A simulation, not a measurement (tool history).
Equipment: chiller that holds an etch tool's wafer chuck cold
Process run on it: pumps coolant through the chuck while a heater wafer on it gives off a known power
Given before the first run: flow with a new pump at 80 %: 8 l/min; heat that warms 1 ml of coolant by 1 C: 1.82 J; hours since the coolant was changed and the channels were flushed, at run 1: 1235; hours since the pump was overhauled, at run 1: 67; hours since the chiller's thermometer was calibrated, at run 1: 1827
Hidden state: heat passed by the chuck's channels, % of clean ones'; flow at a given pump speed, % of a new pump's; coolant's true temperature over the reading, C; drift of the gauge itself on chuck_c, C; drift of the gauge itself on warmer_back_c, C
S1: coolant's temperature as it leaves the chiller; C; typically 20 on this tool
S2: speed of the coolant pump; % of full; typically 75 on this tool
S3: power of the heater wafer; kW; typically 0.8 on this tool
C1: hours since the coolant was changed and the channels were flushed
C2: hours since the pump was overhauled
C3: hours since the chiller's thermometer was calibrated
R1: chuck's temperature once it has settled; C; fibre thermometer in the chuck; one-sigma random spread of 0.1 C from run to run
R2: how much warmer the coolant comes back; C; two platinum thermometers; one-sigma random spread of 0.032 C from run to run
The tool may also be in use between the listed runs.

run 1 hour=0 | S1=20 S2=75 S3=0.8 | C1=1235 C2=67 C3=1827 | R1=30.1 R2=3.54
run 2 hour=32.8 | S1=20 S2=75 S3=0.8 | C1=1268 C2=100 C3=1860 | R1=30.5 R2=3.58
run 3 hour=50.7 | S1=20 S2=75 S3=0.8 | C1=1286 C2=117 C3=1878 | R1=30.1 R2=3.55
run 4 hour=78.6 | S1=20 S2=75 S3=0.8 | C1=1314 C2=145 C3=1906 | R1=30.3 R2=3.55
run 5 hour=112.6 | S1=20 S2=75 S3=0.8 | C1=1348 C2=179 C3=1940 | R1=30.3 R2=3.52
run 6 hour=133.6 | S1=20 S2=75 S3=0.8 | C1=1369 C2=200 C3=1961 | R1=30.3 R2=3.59
run 7 hour=164.7 | S1=20 S2=75 S3=0.8 | C1=1400 C2=231 C3=1992 | R1=30.3 R2=3.57
run 8 hour=200.8 | S1=20 S2=75 S3=1.093 | C1=1436 C2=268 C3=2028 | R1=34.1 R2=4.92
run 9 hour=225.4 | S1=20 S2=75 S3=1.093 | C1=1461 C2=292 C3=2052 | R1=33.9 R2=4.89
run 10 hour=250.2 | S1=20 S2=96 S3=1.093 | C1=1486 C2=317 C3=2077 | R1=31.5 R2=3.83
run 11 hour=283.1 | S1=20 S2=75 S3=0.8 | C1=1518 C2=350 C3=2110 | R1=30.4 R2=3.66
run 12 hour=322.3 | S1=20 S2=75 S3=0.8 | C1=1558 C2=389 C3=2149 | R1=30.3 R2=3.68
run 13 hour=356.2 | S1=20 S2=75 S3=0.8 | C1=1591 C2=423 C3=2183 | R1=30.4 R2=3.73
run 14 hour=399.4 | S1=20 S2=75 S3=0.8 | C1=1635 C2=466 C3=2226 | R1=30.3 R2=3.73
run 15 hour=438.4 | S1=20 S2=75 S3=0.8 | C1=1674 C2=505 C3=2265 | R1=30.4 R2=3.68
run 16 hour=462.6 | S1=20 S2=75 S3=0.8 | C1=1698 C2=529 C3=2290 | R1=30.3 R2=3.74
run 17 hour=481.6 | S1=14 S2=93 S3=1.07 | C1=1717 C2=548 C3=2309 | R1=25.6 R2=3.92
run 18 hour=522.5 | S1=14 S2=93 S3=1.07 | C1=1758 C2=589 C3=2349 | R1=25.5 R2=3.95
run 19 hour=546 | S1=20 S2=75 S3=1.136 | C1=1781 C2=613 C3=2373 | R1=34.6 R2=5.23
run 20 hour=577.7 | S1=15 S2=75 S3=0.8 | C1=1813 C2=644 C3=2405 | R1=25.2 R2=3.73
run 21 hour=609.4 | S1=27 S2=75 S3=0.78 | C1=1845 C2=676 C3=2436 | R1=37.1 R2=3.64
run 22 hour=648.6 | S1=20 S2=87 S3=0.8 | C1=1884 C2=715 C3=2476 | R1=29.3 R2=3.25
run 23 hour=684 | S1=12 S2=73 S3=1.027 | C1=1919 C2=751 C3=2511 | R1=25.4 R2=4.96
run 24 hour=708.2 | S1=16 S2=90 S3=0.759 | C1=1944 C2=775 C3=2535 | R1=24.2 R2=2.99
run 25 hour=733.4 | S1=16 S2=90 S3=0.759 | C1=1969 C2=800 C3=2560 | R1=24.4 R2=3.04
run 26 hour=767.9 | S1=12 S2=65 S3=0.759 | C1=2003 C2=835 C3=2595 | R1=22.9 R2=4.19
run 27 hour=788.4 | S1=12 S2=65 S3=0.759 | C1=2024 C2=855 C3=2615 | R1=22.8 R2=4.23
run 28 hour=826.9 | S1=12 S2=75 S3=0.488 | C1=2062 C2=894 C3=2654 | R1=18.3 R2=2.47
run 29 hour=868.9 | S1=12 S2=91 S3=0.756 | C1=2104 C2=936 C3=2696 | R1=20.2 R2=3.05
run 30 hour=892 | S1=22 S2=75 S3=0.8 | C1=2127 C2=959 C3=2719 | R1=32.4 R2=3.89
run 31 hour=924.4 | S1=25 S2=91 S3=0.828 | C1=2160 C2=991 C3=2751 | R1=34.2 R2=3.36

Measured result minus the same run's result without the hidden state. Both carry the same run-to-run variation, though not necessarily the same gauge scatter:
run=1 R2=+0.01
run=2 R2=+0.02
run=3 R2=+0.01
run=4 R2=+0.03
run=5 R2=+0.04
run=6 R2=+0.05
run=7 R2=+0.06
run=8 R2=+0.08
run=9 R2=+0.09
run=10 R2=+0.1
run=11 R2=+0.11
run=12 R2=+0.12
run=13 R2=+0.13
run=14 R2=+0.15
run=15 R2=+0.17
run=16 R2=+0.18
run=17 R2=+0.18
run=18 R2=+0.2
run=19 R2=+0.2
run=20 R2=+0.22
run=21 R2=+0.23
run=22 R2=+0.24
run=23 R2=+0.26
run=24 R2=+0.27
run=25 R2=+0.27
run=26 R2=+0.29
run=27 R2=+0.29
run=28 R2=+0.31
run=29 R2=+0.32
run=30 R2=+0.34
run=31 R2=+0.35
For R1, the value without the hidden state is never more than 0.1 C from the measured value.
